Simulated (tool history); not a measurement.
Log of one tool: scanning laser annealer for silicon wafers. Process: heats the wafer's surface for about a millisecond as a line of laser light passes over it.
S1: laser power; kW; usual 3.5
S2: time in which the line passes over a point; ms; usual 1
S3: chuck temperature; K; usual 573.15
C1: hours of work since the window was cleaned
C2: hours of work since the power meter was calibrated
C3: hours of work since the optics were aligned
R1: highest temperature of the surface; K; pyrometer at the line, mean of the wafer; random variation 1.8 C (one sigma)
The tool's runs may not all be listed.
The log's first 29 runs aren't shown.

run     day     S1    S2      S3   C1    C2   C3       R1
 30  42.892  3.019  0.79  596.15  276  2067  612  1185.15
 31  44.733  3.019  0.79  596.15  310  2102  647  1184.15
 32  46.325  3.019  0.79  596.15  341  2132  677  1186.15
 33  47.479    3.5     1  591.15  362  2154  699  1368.15
 34  49.083    3.5     1  591.15  393  2184  729  1372.15
 35  50.879  3.813  1.08  573.15  427  2218  763  1462.15
 36  51.867  3.721  1.08  599.15  445  2237  781  1466.15
 37  53.729  3.588  1.15  590.15  481  2272  817  1449.15
 38  54.996  3.315     1  573.15  504  2296  841  1306.15
 39  55.996  3.315     1  573.15  523  2315  860  1308.15
 40  57.388    3.5     1  600.15  550  2341  886  1379.15

3 ways to go on from here, each from the tool as it stands after run 40. What would each give?
  A  58.746  3.053  0.74  536.15  575  2367  912   ?
  B  58.746    3.5  1.09  600.15  575  2367  912   ?
  C  58.746    3.5  0.85  600.15  575  2367  912   ?

run       R1
  A  1110.15
  B  1415.15
  C  1318.15
Without the tool's hidden state the same runs would have given:
run       R1
  A  1110.15
  B  1415.15
  C  1319.15
